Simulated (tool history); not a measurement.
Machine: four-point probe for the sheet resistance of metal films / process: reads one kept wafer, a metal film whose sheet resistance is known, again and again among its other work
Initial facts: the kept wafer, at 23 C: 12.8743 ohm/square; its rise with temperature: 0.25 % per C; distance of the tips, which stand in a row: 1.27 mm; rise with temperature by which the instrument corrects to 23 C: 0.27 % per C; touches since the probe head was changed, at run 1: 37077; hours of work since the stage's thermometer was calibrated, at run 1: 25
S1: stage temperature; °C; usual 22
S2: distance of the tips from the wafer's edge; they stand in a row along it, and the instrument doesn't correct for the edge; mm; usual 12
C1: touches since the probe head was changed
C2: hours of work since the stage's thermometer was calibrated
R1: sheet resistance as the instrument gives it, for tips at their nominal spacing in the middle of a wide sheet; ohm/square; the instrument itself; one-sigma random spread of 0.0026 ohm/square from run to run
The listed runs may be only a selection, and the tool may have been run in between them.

| run | hour | S1 | S2 | C1 | C2 | R1 |
|---|---|---|---|---|---|---|
| 1 | 0 | 22 | 12 | 37077 | 25 | 12.875972 |
| 2 | 11 | 22 | 12 | 37524 | 32 | 12.875593 |
| 3 | 19.8 | 22 | 12 | 37884 | 37 | 12.872144 |
| 4 | 29.3 | 22 | 12 | 38272 | 44 | 12.872204 |
| 5 | 37.3 | 22 | 12 | 38597 | 49 | 12.871874 |
| 6 | 48 | 22 | 12 | 39033 | 56 | 12.87455 |
| 7 | 59.1 | 22 | 12 | 39488 | 63 | 12.878083 |
| 8 | 72.9 | 22 | 12 | 40047 | 72 | 12.870718 |
| 9 | 86.2 | 22 | 12 | 40591 | 80 | 12.871785 |
| 10 | 98.9 | 22 | 12 | 41109 | 89 | 12.874316 |
| 11 | 112.6 | 22 | 12 | 41666 | 97 | 12.866994 |
|  | 114.1 | stage's thermometer calibrated |
| 12 | 128.4 | 22 | 12 | 42289 | 9 | 12.869812 |
| 13 | 144.3 | 22 | 12 | 42939 | 20 | 12.867572 |
| 14 | 159.2 | 22 | 12 | 43546 | 29 | 12.868941 |
|  | 167.8 | stage's thermometer calibrated, once more |
| 15 | 174.1 | 22 | 12 | 44135 | 4 | 12.872243 |
| 16 | 190.1 | 22 | 12 | 44785 | 14 | 12.869785 |
| 17 | 199.4 | 20 | 12 | 45165 | 20 | 12.875746 |
| 18 | 206.9 | 22 | 11 | 45471 | 25 | 12.882847 |
| 19 | 223.4 | 22 | 11 | 46143 | 36 | 12.88526 |
| 20 | 238.2 | 24 | 11 | 46747 | 46 | 12.879386 |
| 21 | 249.1 | 28 | 17 | 47192 | 53 | 12.819686 |
| 22 | 265.2 | 33 | 11 | 47846 | 63 | 12.867929 |
| 23 | 281.5 | 22 | 5 | 48513 | 74 | 13.217004 |
| 24 | 289.1 | 34 | 36 | 48820 | 78 | 12.782371 |
| 25 | 304.4 | 21 | 12 | 49447 | 88 | 12.867794 |
| 26 | 312.7 | 33 | 37 | 49782 | 94 | 12.77858 |
| 27 | 325.2 | 22 | 5 | 50292 | 102 | 13.219307 |
| 28 | 338.3 | 22 | 5 | 50828 | 110 | 13.218602 |
| 29 | 354.6 | 26 | 7 | 51493 | 121 | 13.002685 |
| 30 | 371.4 | 26 | 18 | 52178 | 132 | 12.814632 |
| 31 | 386.6 | 34 | 47 | 52795 | 142 | 12.771726 |
| 32 | 402.4 | 27 | 19 | 53440 | 152 | 12.81223 |
| 33 | 410 | 23 | 19 | 53749 | 157 | 12.815332 |
| 34 | 421 | 23 | 19 | 54201 | 164 | 12.81703 |
| 35 | 436.1 | 21 | 7 | 54813 | 174 | 13.007271 |
| 36 | 444 | 21 | 7 | 55139 | 179 | 13.006481 |
| 37 | 459.8 | 33 | 3 | 55782 | 189 | 13.875417 |
| 38 | 469 | 21 | 10 | 56155 | 195 | 12.895449 |
| 39 | 476.4 | 28 | 22 | 56456 | 200 | 12.796985 |

Hidden condition of the tool, last listed run before each entry between runs versus first listed run after:
Logged between run 11 and run 12: stage's thermometer calibrated (hour 114.1)
  inner tips' distance over the nominal, %: -0.582 -> -0.586; tips' flats over new ones', %: 36 -> 37; wafer's true temperature over the reading, C: -0.04 -> -0.06
  measured value less the no-hidden-state value, R1: -0.082721 -> -0.084129 ohm/square
Logged between run 14 and run 15: stage's thermometer calibrated, once more (hour 167.8)
  inner tips' distance over the nominal, %: -0.594 -> -0.597; wafer's true temperature over the reading, C: -0.07 -> 0.02
  measured value less the no-hidden-state value, R1: -0.085294 -> -0.082907 ohm/square
